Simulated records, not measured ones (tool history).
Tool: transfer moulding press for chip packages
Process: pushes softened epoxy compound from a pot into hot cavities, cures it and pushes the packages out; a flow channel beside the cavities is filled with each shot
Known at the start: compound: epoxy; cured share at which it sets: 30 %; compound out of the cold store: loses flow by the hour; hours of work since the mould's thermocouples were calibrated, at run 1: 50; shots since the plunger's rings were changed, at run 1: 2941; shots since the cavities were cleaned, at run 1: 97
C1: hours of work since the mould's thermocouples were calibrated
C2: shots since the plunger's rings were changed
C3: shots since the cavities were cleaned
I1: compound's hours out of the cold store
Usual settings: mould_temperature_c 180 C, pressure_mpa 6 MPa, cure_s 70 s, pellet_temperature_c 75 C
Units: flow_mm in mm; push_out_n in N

run 1 hour=0.0 | mould_temperature_c=180 pressure_mpa=6 cure_s=70 pellet_temperature_c=75 | C1=50 C2=2941 C3=97 | I1=33.5 | flow_mm=782 push_out_n=740
run 2 hour=27.1 | mould_temperature_c=180 pressure_mpa=6 cure_s=70 pellet_temperature_c=75 | C1=66 C2=3360 C3=516 | I1=26.1 | flow_mm=790 push_out_n=914
-- hour=35.7 cavities cleaned with cleaning compound and waxed
run 3 hour=61.1 | mould_temperature_c=180 pressure_mpa=6 cure_s=70 pellet_temperature_c=65 | C1=86 C2=3864 C3=394 | I1=48.0 | flow_mm=743 push_out_n=868
-- hour=78.2 cavities cleaned with cleaning compound and waxed
run 4 hour=83.7 | mould_temperature_c=180 pressure_mpa=6 cure_s=70 pellet_temperature_c=65 | C1=98 C2=4189 C3=85 | I1=47.9 | flow_mm=735 push_out_n=708
-- hour=120.2 cavities cleaned with cleaning compound and waxed
run 5 hour=126.5 | mould_temperature_c=180 pressure_mpa=6 cure_s=70 pellet_temperature_c=65 | C1=123 C2=4828 C3=97 | I1=8.8 | flow_mm=823 push_out_n=762
-- hour=160.1 plunger's sealing rings changed
run 6 hour=160.1 | mould_temperature_c=180 pressure_mpa=6 cure_s=70 pellet_temperature_c=75 | C1=142 C2=0 C3=579 | I1=47.0 | flow_mm=777 push_out_n=899
-- hour=164.6 cavities cleaned with cleaning compound and waxed
run 7 hour=196.8 | mould_temperature_c=180 pressure_mpa=6 cure_s=70 pellet_temperature_c=75 | C1=163 C2=543 C3=497 | I1=44.3 | flow_mm=781 push_out_n=925
-- hour=205.0 cavities cleaned with cleaning compound and waxed
run 8 hour=238.6 | mould_temperature_c=180 pressure_mpa=6 cure_s=70 pellet_temperature_c=68 | C1=187 C2=1166 C3=519 | I1=36.5 | flow_mm=798 push_out_n=897
-- hour=246.2 cavities cleaned with cleaning compound and waxed
run 9 hour=272.0 | mould_temperature_c=180 pressure_mpa=6 cure_s=70 pellet_temperature_c=68 | C1=206 C2=1661 C3=400 | I1=37.5 | flow_mm=787 push_out_n=896
-- hour=288.6 cavities cleaned with cleaning compound and waxed
run 10 hour=315.4 | mould_temperature_c=181 pressure_mpa=6 cure_s=89 pellet_temperature_c=68 | C1=231 C2=2309 C3=415 | I1=34.3 | flow_mm=785 push_out_n=620

Forecast run 11:
-- hour=330.0 cavities cleaned with cleaning compound and waxed
run 11 hour=348.1 | mould_temperature_c=181 pressure_mpa=6 cure_s=89 pellet_temperature_c=68 | C1=250 C2=2791 C3=280 | I1=47.3 | flow_mm=? push_out_n=?

flow_mm: 756 mm
push_out_n: 591 N
Without the tool's hidden state the same run would have given flow_mm 781 mm, push_out_n 474 N.

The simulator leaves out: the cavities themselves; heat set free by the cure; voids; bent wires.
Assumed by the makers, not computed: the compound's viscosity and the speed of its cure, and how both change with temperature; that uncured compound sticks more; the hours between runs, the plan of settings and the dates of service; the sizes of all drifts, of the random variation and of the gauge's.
